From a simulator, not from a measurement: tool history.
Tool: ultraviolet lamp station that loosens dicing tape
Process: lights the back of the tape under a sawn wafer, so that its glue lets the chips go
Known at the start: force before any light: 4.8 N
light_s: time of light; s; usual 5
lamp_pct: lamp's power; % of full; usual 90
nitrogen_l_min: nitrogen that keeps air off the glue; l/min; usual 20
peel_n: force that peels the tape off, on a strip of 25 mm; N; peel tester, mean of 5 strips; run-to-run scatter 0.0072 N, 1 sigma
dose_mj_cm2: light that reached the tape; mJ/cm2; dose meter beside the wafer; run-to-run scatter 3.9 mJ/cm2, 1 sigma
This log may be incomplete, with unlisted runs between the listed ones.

run,hour,light_s,lamp_pct,nitrogen_l_min,peel_n,dose_mj_cm2
1,0.0,5,90,20,0.400,533
2,17.7,5,90,20,0.398,535
3,40.0,9,90,20,0.162,950
# hour 46.4: window cleaned of glue's vapour
4,57.3,9,90,20,0.155,1066
5,91.9,5,99,20,0.287,652
6,125.9,5,73,20,0.523,475
7,144.4,5,73,20,0.494,469
8,176.9,5,100,20,0.286,635
9,196.9,5,90,9,0.640,563
10,218.1,5,90,9,0.686,566
11,237.9,5,90,9,0.685,558
12,261.1,5,90,9,0.692,555
13,283.3,2,87,20,1.610,210
14,322.9,3,67,25,1.216,243
15,360.1,3,67,25,1.305,241
16,393.3,3,67,25,1.289,236
17,422.5,2,70,26,1.864,161
18,446.0,2,91,37,1.297,211
19,478.0,3,89,7,1.746,301
20,494.3,3,89,7,1.760,306

3 ways to go on from here, each from the tool as it stands after run 20. What would each give?
A,512.6,5,90,29,?,?
B,512.6,3,63,21,?,?
C,512.6,6,89,10,?,?

run,peel_n,dose_mj_cm2
A,0.347,507
B,1.581,211
C,0.552,602
Stripped of hidden state, with their random variation kept, the same runs would have yielded:
run,peel_n,dose_mj_cm2
A,0.217,674
B,1.117,282
C,0.324,800

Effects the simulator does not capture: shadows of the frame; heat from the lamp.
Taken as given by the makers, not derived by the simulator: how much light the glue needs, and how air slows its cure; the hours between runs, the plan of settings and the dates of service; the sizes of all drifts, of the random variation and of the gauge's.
